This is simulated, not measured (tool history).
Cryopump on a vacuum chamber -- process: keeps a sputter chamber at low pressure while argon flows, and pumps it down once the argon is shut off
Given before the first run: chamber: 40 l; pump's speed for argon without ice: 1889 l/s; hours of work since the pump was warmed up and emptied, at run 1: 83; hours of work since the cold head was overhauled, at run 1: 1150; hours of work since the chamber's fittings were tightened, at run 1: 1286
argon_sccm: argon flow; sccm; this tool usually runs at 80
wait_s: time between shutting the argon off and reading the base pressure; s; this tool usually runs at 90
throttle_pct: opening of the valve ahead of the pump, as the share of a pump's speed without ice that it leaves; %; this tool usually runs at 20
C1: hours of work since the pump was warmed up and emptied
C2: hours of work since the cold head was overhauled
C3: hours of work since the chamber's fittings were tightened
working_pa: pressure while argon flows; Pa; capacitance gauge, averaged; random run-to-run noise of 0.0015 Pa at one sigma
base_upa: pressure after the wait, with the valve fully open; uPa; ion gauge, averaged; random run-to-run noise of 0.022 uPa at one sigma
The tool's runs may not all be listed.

{"run": 1, "day": 0.0, "argon_sccm": 80, "wait_s": 90, "throttle_pct": 20, "C1": 83, "C2": 1150, "C3": 1286, "working_pa": 0.3619, "base_upa": 0.84}
{"run": 2, "day": 2.192, "argon_sccm": 80, "wait_s": 90, "throttle_pct": 20, "C1": 116, "C2": 1182, "C3": 1318, "working_pa": 0.3651, "base_upa": 0.83}
{"run": 3, "day": 3.554, "argon_sccm": 80, "wait_s": 90, "throttle_pct": 26, "C1": 136, "C2": 1203, "C3": 1339, "working_pa": 0.2798, "base_upa": 0.86}
{"run": 4, "day": 5.229, "argon_sccm": 80, "wait_s": 90, "throttle_pct": 20, "C1": 161, "C2": 1228, "C3": 1363, "working_pa": 0.3644, "base_upa": 0.82}
{"run": 5, "day": 7.05, "argon_sccm": 80, "wait_s": 90, "throttle_pct": 20, "C1": 188, "C2": 1255, "C3": 1391, "working_pa": 0.3702, "base_upa": 0.88}
{"run": 6, "day": 8.008, "argon_sccm": 80, "wait_s": 90, "throttle_pct": 20, "C1": 202, "C2": 1269, "C3": 1405, "working_pa": 0.3679, "base_upa": 0.88}
{"run": 7, "day": 9.746, "argon_sccm": 80, "wait_s": 90, "throttle_pct": 20, "C1": 228, "C2": 1295, "C3": 1430, "working_pa": 0.3687, "base_upa": 0.86}
{"run": 8, "day": 11.192, "argon_sccm": 80, "wait_s": 90, "throttle_pct": 20, "C1": 249, "C2": 1316, "C3": 1452, "working_pa": 0.3718, "base_upa": 0.95}
{"run": 9, "day": 12.3, "argon_sccm": 80, "wait_s": 90, "throttle_pct": 20, "C1": 266, "C2": 1333, "C3": 1468, "working_pa": 0.3726, "base_upa": 0.93}
{"run": 10, "day": 13.533, "argon_sccm": 80, "wait_s": 90, "throttle_pct": 20, "C1": 284, "C2": 1351, "C3": 1487, "working_pa": 0.3733, "base_upa": 0.95}
{"run": 11, "day": 15.062, "argon_sccm": 80, "wait_s": 90, "throttle_pct": 20, "C1": 307, "C2": 1373, "C3": 1509, "working_pa": 0.3762, "base_upa": 0.94}
{"run": 12, "day": 16.746, "argon_sccm": 80, "wait_s": 90, "throttle_pct": 54, "C1": 332, "C2": 1398, "C3": 1534, "working_pa": 0.1524, "base_upa": 0.98}
{"day": 17.525, "done": "pump warmed up, emptied and cooled again"}
{"run": 13, "day": 19.133, "argon_sccm": 80, "wait_s": 90, "throttle_pct": 54, "C1": 24, "C2": 1431, "C3": 1567, "working_pa": 0.1345, "base_upa": 0.9}
{"run": 14, "day": 20.85, "argon_sccm": 79, "wait_s": 90, "throttle_pct": 43, "C1": 49, "C2": 1456, "C3": 1592, "working_pa": 0.1672, "base_upa": 0.86}
{"run": 15, "day": 22.704, "argon_sccm": 63, "wait_s": 21, "throttle_pct": 43, "C1": 77, "C2": 1484, "C3": 1620, "working_pa": 0.1352, "base_upa": 2.17}
{"run": 16, "day": 24.308, "argon_sccm": 51, "wait_s": 90, "throttle_pct": 38, "C1": 101, "C2": 1508, "C3": 1643, "working_pa": 0.1233, "base_upa": 0.89}
{"run": 17, "day": 25.688, "argon_sccm": 51, "wait_s": 90, "throttle_pct": 38, "C1": 121, "C2": 1528, "C3": 1664, "working_pa": 0.1249, "base_upa": 0.97}
{"run": 18, "day": 27.596, "argon_sccm": 60, "wait_s": 90, "throttle_pct": 54, "C1": 149, "C2": 1556, "C3": 1692, "working_pa": 0.1073, "base_upa": 0.96}
{"run": 19, "day": 29.433, "argon_sccm": 106, "wait_s": 90, "throttle_pct": 55, "C1": 177, "C2": 1584, "C3": 1720, "working_pa": 0.1863, "base_upa": 0.94}
{"run": 20, "day": 30.821, "argon_sccm": 80, "wait_s": 38, "throttle_pct": 21, "C1": 197, "C2": 1604, "C3": 1740, "working_pa": 0.3536, "base_upa": 1.5}
{"run": 21, "day": 31.833, "argon_sccm": 80, "wait_s": 38, "throttle_pct": 21, "C1": 212, "C2": 1619, "C3": 1755, "working_pa": 0.3563, "base_upa": 1.46}
{"run": 22, "day": 33.538, "argon_sccm": 80, "wait_s": 134, "throttle_pct": 45, "C1": 238, "C2": 1645, "C3": 1780, "working_pa": 0.1744, "base_upa": 0.87}
{"run": 23, "day": 34.654, "argon_sccm": 58, "wait_s": 90, "throttle_pct": 25, "C1": 254, "C2": 1661, "C3": 1797, "working_pa": 0.2199, "base_upa": 1.07}
{"run": 24, "day": 36.554, "argon_sccm": 58, "wait_s": 90, "throttle_pct": 25, "C1": 282, "C2": 1689, "C3": 1825, "working_pa": 0.221, "base_upa": 1.03}

3 ways to go on from here, each from the tool as it stands after run 24. What would each give?
{"run": "A", "day": 37.838, "argon_sccm": 80, "wait_s": 90, "throttle_pct": 16, "C1": 301, "C2": 1708, "C3": 1844, "working_pa": "?", "base_upa": "?"}
{"run": "B", "day": 37.838, "argon_sccm": 98, "wait_s": 90, "throttle_pct": 25, "C1": 301, "C2": 1708, "C3": 1844, "working_pa": "?", "base_upa": "?"}
{"run": "C", "day": 37.838, "argon_sccm": 80, "wait_s": 250, "throttle_pct": 46, "C1": 301, "C2": 1708, "C3": 1844, "working_pa": "?", "base_upa": "?"}

run=A working_pa=0.4679 base_upa=1.05
run=B working_pa=0.3742 base_upa=1.03
run=C working_pa=0.1765 base_upa=0.81
With the hidden condition removed and each run's random variation left untouched, the same runs would have given:
run=A working_pa=0.4477 base_upa=0.55
run=B working_pa=0.3495 base_upa=0.52
run=C working_pa=0.1561 base_upa=0.31

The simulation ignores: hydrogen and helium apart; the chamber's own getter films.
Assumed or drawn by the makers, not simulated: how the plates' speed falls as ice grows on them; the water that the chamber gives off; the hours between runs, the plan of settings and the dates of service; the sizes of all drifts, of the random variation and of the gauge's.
